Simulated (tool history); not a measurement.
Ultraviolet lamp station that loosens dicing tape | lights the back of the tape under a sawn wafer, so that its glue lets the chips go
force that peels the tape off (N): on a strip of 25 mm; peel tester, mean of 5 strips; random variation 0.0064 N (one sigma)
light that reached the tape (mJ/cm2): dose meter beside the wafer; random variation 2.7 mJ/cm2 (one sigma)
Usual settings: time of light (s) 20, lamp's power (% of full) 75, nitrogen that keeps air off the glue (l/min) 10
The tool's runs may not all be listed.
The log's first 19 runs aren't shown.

run	hour	time of light (s)	lamp's power (% of full)	nitrogen that keeps air off the glue (l/min)	force that peels the tape off (N)	light that reached the tape (mJ/cm2)
20	573.9	20	69	11	0.426	242
21	603.1	40	71	18	0.089	499
22	624.9	36	75	10	0.129	468
23	660.3	20	61	7	0.710	212
24	690.6	20	61	7	0.733	206
25	723.3	20	61	7	0.742	207
26	762.4	20	61	7	0.748	206
27	789.8	12	64	7	1.347	129
28	814.1	20	76	16	0.335	251
29	840.2	20	76	16	0.350	246
30	876.8	12	90	10	0.831	169

The next listed run, before its measurement:
31	916.0	18	80	10	?	?

force that peels the tape off (N): 0.493
light that reached the tape (mJ/cm2): 232
Without the tool's hidden state the same run would have given force that peels the tape off (N) 0.219, light that reached the tape (mJ/cm2) 344.
